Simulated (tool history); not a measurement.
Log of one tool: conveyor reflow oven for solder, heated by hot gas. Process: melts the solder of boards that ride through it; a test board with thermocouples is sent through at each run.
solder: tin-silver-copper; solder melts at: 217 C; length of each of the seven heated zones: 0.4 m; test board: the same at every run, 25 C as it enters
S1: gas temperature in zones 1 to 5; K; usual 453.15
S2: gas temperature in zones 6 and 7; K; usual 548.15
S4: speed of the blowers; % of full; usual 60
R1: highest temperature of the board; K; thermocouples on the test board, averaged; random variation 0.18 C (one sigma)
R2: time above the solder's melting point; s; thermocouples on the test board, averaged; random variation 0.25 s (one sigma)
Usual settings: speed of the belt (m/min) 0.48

Run 1, hour 0: usual settings. Result: R1 535.25 K, R2 85.7 s.
Run 2, hour 35.8: usual settings but S4 62 % of full. Result: R1 535.15 K, R2 86.3 s.
Run 3, hour 65: usual settings but S4 62 % of full. Result: R1 535.55 K, R2 86.4 s.
Run 4, hour 130.9: usual settings but S4 62 % of full. Result: R1 535.35 K, R2 86.4 s.
Run 5, hour 191.2: usual settings. Result: R1 535.15 K, R2 85.8 s.
Run 6, hour 231: usual settings. Result: R1 535.25 K, R2 85.7 s.
Run 7, hour 291.1: usual settings. Result: R1 535.25 K, R2 86.3 s.
Run 8, hour 335: usual settings. Result: R1 535.25 K, R2 85.9 s.
Run 9, hour 385.1: usual settings. Result: R1 535.15 K, R2 85.4 s.
At hour 396.2: thermocouples of zones 6 and 7 changed.
Run 10, hour 430: usual settings. Result: R1 531.45 K, R2 83.2 s.
Run 11, hour 478.7: usual settings. Result: R1 531.25 K, R2 83.5 s.
Run 12, hour 536.8: usual settings. Result: R1 531.45 K, R2 83 s.
Run 13, hour 601.7: usual settings. Result: R1 531.35 K, R2 83 s.
Run 14, hour 643.2: usual settings but speed of the belt (m/min) 0.429. Result: R1 535.05 K, R2 97 s.
Run 15, hour 684.1: usual settings but speed of the belt (m/min) 0.397. Result: R1 536.85 K, R2 106.7 s.
Run 16, hour 723.7: usual settings but speed of the belt (m/min) 0.397. Result: R1 536.85 K, R2 107.4 s.
Run 17, hour 768.1: usual settings but speed of the belt (m/min) 0.397. Result: R1 536.65 K, R2 107.1 s.

Run 18 comes next. What will it give?
At hour 779.5: flux residue cleaned out of gas plates and filters.
Run 18, hour 815.3: usual settings but S1 455.15 K, S2 562.15 K. Result: R1 ?, R2 ?.

{"run 18": {"R1": 546.05, "R2": 94.4}}
Without the tool's hidden state the same run would have given R1 545.85 K, R2 93.4 s.
